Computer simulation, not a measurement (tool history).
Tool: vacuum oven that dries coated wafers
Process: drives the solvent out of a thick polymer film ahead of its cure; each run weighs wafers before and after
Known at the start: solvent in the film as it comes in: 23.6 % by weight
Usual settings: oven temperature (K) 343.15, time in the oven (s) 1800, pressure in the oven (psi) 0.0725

| run | hour | oven temperature (K) | time in the oven (s) | pressure in the oven (psi) | solvent left in the film (%) |
|---|---|---|---|---|---|
| 1 | 0 | 343.15 | 1800 | 0.0725 | 5.39 |
| 2 | 11.4 | 343.15 | 1860 | 0.0725 | 5.04 |
| 3 | 32.3 | 343.15 | 1860 | 0.0725 | 5.11 |
| 4 | 46.6 | 343.15 | 1860 | 0.0725 | 5.28 |
| 5 | 64.8 | 343.15 | 1800 | 0.076 | 5.49 |
| 6 | 82.6 | 343.15 | 1800 | 0.076 | 5.38 |
| 7 | 100.6 | 343.15 | 1800 | 0.076 | 5.37 |
| 8 | 113.3 | 343.15 | 1800 | 0.076 | 5.38 |
| 9 | 127.8 | 343.15 | 1800 | 0.076 | 5.24 |
| 10 | 145 | 343.15 | 1800 | 0.076 | 5.37 |
| 11 | 155.8 | 343.15 | 1800 | 0.0725 | 5.38 |
| 12 | 174.3 | 343.15 | 1800 | 0.0725 | 5.3 |
| 13 | 197 | 343.15 | 1800 | 0.0725 | 5.33 |
| 14 | 213 | 343.15 | 1800 | 0.0725 | 5.41 |
| 15 | 233.4 | 343.15 | 1800 | 0.0725 | 5.27 |
| 16 | 253.1 | 343.15 | 1800 | 0.0725 | 5.38 |
| 17 | 272.1 | 343.15 | 1800 | 0.0725 | 5.41 |
| 18 | 285 | 343.15 | 1800 | 0.0725 | 5.27 |
| 19 | 307.8 | 329.15 | 1800 | 0.0725 | 11.6 |
| 20 | 324.3 | 329.15 | 1800 | 0.0367 | 10.95 |
| 21 | 342.1 | 328.15 | 1800 | 0.0725 | 12.13 |
| 22 | 366.1 | 328.15 | 1800 | 0.0725 | 11.82 |
| 23 | 379.6 | 328.15 | 1800 | 0.054 | 11.88 |
| 24 | 402.9 | 347.15 | 1800 | 0.0725 | 3.81 |
| 25 | 417.9 | 332.15 | 1080 | 0.0587 | 12.98 |
| 26 | 430.3 | 349.15 | 1620 | 0.1244 | 4.09 |
| 27 | 448.7 | 345.15 | 1500 | 0.0725 | 5.64 |
| 28 | 464.7 | 343.15 | 1680 | 0.0725 | 5.74 |
| 29 | 488 | 329.15 | 960 | 0.2793 | 16.47 |
| 30 | 501.1 | 335.15 | 2520 | 0.0725 | 6.54 |
| 31 | 518.9 | 347.15 | 2940 | 0.0725 | 1.79 |
| 32 | 531 | 334.15 | 1800 | 0.2093 | 10.76 |
|  | 547.7 | oven's thermocouples calibrated |
| 33 | 548.1 | 343.15 | 1620 | 0.0725 | 6.48 |
| 34 | 572.4 | 343.15 | 2280 | 0.0725 | 4.37 |
| 35 | 598 | 343.15 | 1200 | 0.2704 | 9.85 |
| 36 | 620.4 | 330.15 | 1200 | 0.0841 | 13.87 |
| 37 | 645.3 | 330.15 | 1200 | 0.0841 | 13.76 |
| 38 | 669.3 | 330.15 | 1200 | 0.0841 | 13.76 |
| 39 | 694.4 | 335.15 | 2220 | 0.0725 | 7.84 |
| 40 | 707.2 | 335.15 | 2160 | 0.0674 | 8.05 |
| 41 | 718.9 | 343.15 | 2400 | 0.1192 | 4.61 |
| 42 | 736.1 | 355.15 | 960 | 0.0725 | 4.87 |
| 43 | 756.2 | 352.15 | 1800 | 0.0725 | 2.52 |
| 44 | 770.6 | 352.15 | 1800 | 0.0725 | 2.64 |

Run 45 comes next. What will it give?
| 45 | 784.7 | 352.15 | 1800 | 0.0725 | ? |

{"run 45": {"solvent left in the film (%)": 2.53}}
Without the tool's hidden state the same run would have given solvent left in the film (%) 2.35.
